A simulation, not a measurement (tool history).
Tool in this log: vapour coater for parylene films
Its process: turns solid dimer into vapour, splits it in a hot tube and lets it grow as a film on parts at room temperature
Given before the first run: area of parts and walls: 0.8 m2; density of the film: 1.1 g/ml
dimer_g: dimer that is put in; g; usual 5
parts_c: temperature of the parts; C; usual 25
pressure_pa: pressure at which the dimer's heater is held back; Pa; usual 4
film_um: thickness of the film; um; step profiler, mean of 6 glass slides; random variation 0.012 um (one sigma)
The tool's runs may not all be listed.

run	hour	dimer_g	parts_c	pressure_pa	film_um
1	0	5	25	4	3.1
2	13.8	2	25	4	1.25
3	25.4	2	25	4	1.22
4	34.9	2	25	4	1.23
# hour 45.4: trap's valve overhauled
5	53.1	2	25	4	1.25
6	63.2	3	25	4	1.85
7	74.5	3	25	4	1.88
8	86.6	3	25	4	1.86
9	100	4	25	4	2.48
10	116.6	4	25	4	2.44
11	126.9	5	25	8.64	2.56
12	135.7	5	25	8.8	2.56
13	150.1	5	25	4	3.07
14	162.6	5	25	4	3.07
15	172.5	4	25	3.49	2.53
16	189.3	2	18	2	1.68
17	204.6	5	33	4	2.56
# hour 218.7: gauge calibrated
18	221.2	8	27	5.46	4.45
19	235.4	8	27	5.46	4.41
20	248.5	8	27	5.46	4.4
21	261.7	5	25	10.04	2.49
22	275.5	2	25	6.16	1.11
23	285.8	2	25	6.16	1.12
24	293.8	2	25	6.16	1.12
25	308	2	25	6.16	1.11
26	322.9	5	25	5.14	2.9
27	336.9	5	25	5.14	2.9
28	347.7	4	20	7.33	2.38

Each row is a separate what-if for the run after 28, all from the same tool condition, not one after another. Results?
A	358.8	4	29	7.33	?
B	358.8	4	34	4	?
C	358.8	4	25	4	?
D	358.8	3	21	4	?

run	film_um
A	1.93
B	2.01
C	2.46
D	2
Take away the tool's hidden state, keep each run's random variation, and the runs would have read:
run	film_um
A	1.96
B	2.04
C	2.5
D	2.03
